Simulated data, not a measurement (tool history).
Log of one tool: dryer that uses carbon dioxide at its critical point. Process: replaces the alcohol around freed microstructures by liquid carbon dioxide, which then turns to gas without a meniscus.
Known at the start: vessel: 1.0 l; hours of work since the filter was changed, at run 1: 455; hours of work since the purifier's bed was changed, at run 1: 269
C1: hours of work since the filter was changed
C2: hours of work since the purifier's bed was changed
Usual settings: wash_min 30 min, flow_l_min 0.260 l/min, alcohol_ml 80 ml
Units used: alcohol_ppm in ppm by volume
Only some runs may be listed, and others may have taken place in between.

run 1 hour=0.0 | wash_min=30 flow_l_min=0.260 alcohol_ml=80 | C1=455 C2=269 | alcohol_ppm=196
run 2 hour=9.4 | wash_min=30 flow_l_min=0.217 alcohol_ml=80 | C1=460 C2=274 | alcohol_ppm=434
run 3 hour=22.8 | wash_min=30 flow_l_min=0.217 alcohol_ml=80 | C1=467 C2=282 | alcohol_ppm=444
run 4 hour=30.6 | wash_min=30 flow_l_min=0.217 alcohol_ml=80 | C1=472 C2=286 | alcohol_ppm=440
run 5 hour=40.4 | wash_min=30 flow_l_min=0.217 alcohol_ml=80 | C1=477 C2=291 | alcohol_ppm=440
run 6 hour=55.3 | wash_min=30 flow_l_min=0.260 alcohol_ml=80 | C1=485 C2=299 | alcohol_ppm=199
run 7 hour=64.3 | wash_min=28 flow_l_min=0.260 alcohol_ml=80 | C1=490 C2=304 | alcohol_ppm=280
run 8 hour=79.5 | wash_min=22 flow_l_min=0.260 alcohol_ml=80 | C1=498 C2=312 | alcohol_ppm=864
run 9 hour=93.8 | wash_min=22 flow_l_min=0.260 alcohol_ml=80 | C1=505 C2=319 | alcohol_ppm=874
run 10 hour=103.0 | wash_min=22 flow_l_min=0.260 alcohol_ml=80 | C1=510 C2=324 | alcohol_ppm=873
run 11 hour=116.2 | wash_min=22 flow_l_min=0.260 alcohol_ml=80 | C1=517 C2=331 | alcohol_ppm=874
run 12 hour=123.7 | wash_min=22 flow_l_min=0.260 alcohol_ml=80 | C1=521 C2=335 | alcohol_ppm=911
run 13 hour=137.0 | wash_min=19 flow_l_min=0.260 alcohol_ml=80 | C1=528 C2=342 | alcohol_ppm=1651
run 14 hour=149.6 | wash_min=30 flow_l_min=0.214 alcohol_ml=22 | C1=535 C2=349 | alcohol_ppm=177
run 15 hour=157.6 | wash_min=30 flow_l_min=0.214 alcohol_ml=22 | C1=539 C2=353 | alcohol_ppm=194
run 16 hour=167.2 | wash_min=30 flow_l_min=0.214 alcohol_ml=22 | C1=544 C2=358 | alcohol_ppm=195
run 17 hour=176.1 | wash_min=30 flow_l_min=0.214 alcohol_ml=22 | C1=549 C2=363 | alcohol_ppm=191
run 18 hour=183.5 | wash_min=19 flow_l_min=0.190 alcohol_ml=96 | C1=553 C2=367 | alcohol_ppm=5488
run 19 hour=193.9 | wash_min=19 flow_l_min=0.425 alcohol_ml=51 | C1=558 C2=373 | alcohol_ppm=160
run 20 hour=210.1 | wash_min=19 flow_l_min=0.425 alcohol_ml=51 | C1=567 C2=381 | alcohol_ppm=162
run 21 hour=225.3 | wash_min=19 flow_l_min=0.425 alcohol_ml=51 | C1=575 C2=389 | alcohol_ppm=163
run 22 hour=237.4 | wash_min=36 flow_l_min=0.241 alcohol_ml=80 | C1=582 C2=396 | alcohol_ppm=166
-- hour=246.0 inlet filter changed
run 23 hour=249.1 | wash_min=36 flow_l_min=0.331 alcohol_ml=33 | C1=2 C2=401 | alcohol_ppm=67
run 24 hour=261.6 | wash_min=37 flow_l_min=0.260 alcohol_ml=80 | C1=8 C2=408 | alcohol_ppm=73
run 25 hour=271.6 | wash_min=31 flow_l_min=0.260 alcohol_ml=80 | C1=14 C2=413 | alcohol_ppm=113
run 26 hour=286.7 | wash_min=31 flow_l_min=0.260 alcohol_ml=80 | C1=22 C2=421 | alcohol_ppm=110

What if the next run were any one of these 4? Each begins from the tool's condition after run 26:
run A hour=301.9 | wash_min=31 flow_l_min=0.260 alcohol_ml=66 | C1=30 C2=430 | alcohol_ppm=?
run B hour=301.9 | wash_min=21 flow_l_min=0.260 alcohol_ml=113 | C1=30 C2=430 | alcohol_ppm=?
run C hour=301.9 | wash_min=31 flow_l_min=0.435 alcohol_ml=112 | C1=30 C2=430 | alcohol_ppm=?
run D hour=301.9 | wash_min=36 flow_l_min=0.342 alcohol_ml=98 | C1=30 C2=430 | alcohol_ppm=?

run=A alcohol_ppm=110
run=B alcohol_ppm=783
run=C alcohol_ppm=65
run=D alcohol_ppm=77
With no hidden state in the tool, these same runs would have given:
run=A alcohol_ppm=40
run=B alcohol_ppm=666
run=C alcohol_ppm=0
run=D alcohol_ppm=8
